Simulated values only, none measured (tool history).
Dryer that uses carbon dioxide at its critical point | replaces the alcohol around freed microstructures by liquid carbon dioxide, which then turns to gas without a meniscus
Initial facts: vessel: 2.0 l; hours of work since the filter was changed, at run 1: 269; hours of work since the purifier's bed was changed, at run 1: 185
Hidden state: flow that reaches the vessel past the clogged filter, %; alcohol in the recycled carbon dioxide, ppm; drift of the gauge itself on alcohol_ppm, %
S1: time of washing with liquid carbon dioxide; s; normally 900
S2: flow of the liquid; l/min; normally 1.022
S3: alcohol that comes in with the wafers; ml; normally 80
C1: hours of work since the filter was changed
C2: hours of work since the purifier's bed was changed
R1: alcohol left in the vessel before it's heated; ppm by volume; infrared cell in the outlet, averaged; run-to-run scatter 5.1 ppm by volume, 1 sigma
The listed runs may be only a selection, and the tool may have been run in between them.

| run | hour | S1 | S2 | S3 | C1 | C2 | R1 |
|---|---|---|---|---|---|---|---|
| 1 | 0.0 | 900 | 1.022 | 80 | 269 | 185 | 111 |
| 2 | 8.2 | 900 | 0.640 | 80 | 274 | 190 | 816 |
| 3 | 14.1 | 900 | 1.022 | 66 | 278 | 194 | 93 |
| 4 | 23.1 | 900 | 1.022 | 66 | 284 | 200 | 93 |
| 5 | 30.2 | 900 | 1.022 | 66 | 288 | 204 | 95 |
| 6 | 36.2 | 900 | 1.022 | 66 | 292 | 208 | 98 |
| 7 | 42.3 | 540 | 1.140 | 44 | 296 | 212 | 408 |
| 8 | 49.6 | 720 | 0.770 | 32 | 301 | 217 | 412 |
| 9 | 60.5 | 720 | 0.770 | 32 | 308 | 223 | 411 |
| 10 | 71.2 | 720 | 0.770 | 32 | 314 | 230 | 422 |
| 11 | 80.8 | 720 | 0.770 | 32 | 320 | 236 | 418 |
| 12 | 87.1 | 900 | 1.022 | 32 | 325 | 240 | 61 |

Forecast each of these 5 alternatives for the next run:
| A | 95.7 | 1020 | 1.022 | 48 | 330 | 246 | ? |
| B | 95.7 | 840 | 0.750 | 32 | 330 | 246 | ? |
| C | 95.7 | 900 | 1.022 | 50 | 330 | 246 | ? |
| D | 95.7 | 1380 | 1.022 | 62 | 330 | 246 | ? |
| E | 95.7 | 720 | 1.270 | 36 | 330 | 246 | ? |

| run | R1 |
|---|---|
| A | 48 |
| B | 259 |
| C | 70 |
| D | 30 |
| E | 65 |
What these runs would have given with no unlogged condition in the tool:
| run | R1 |
|---|---|
| A | 25 |
| B | 189 |
| C | 37 |
| D | 14 |
| E | 36 |
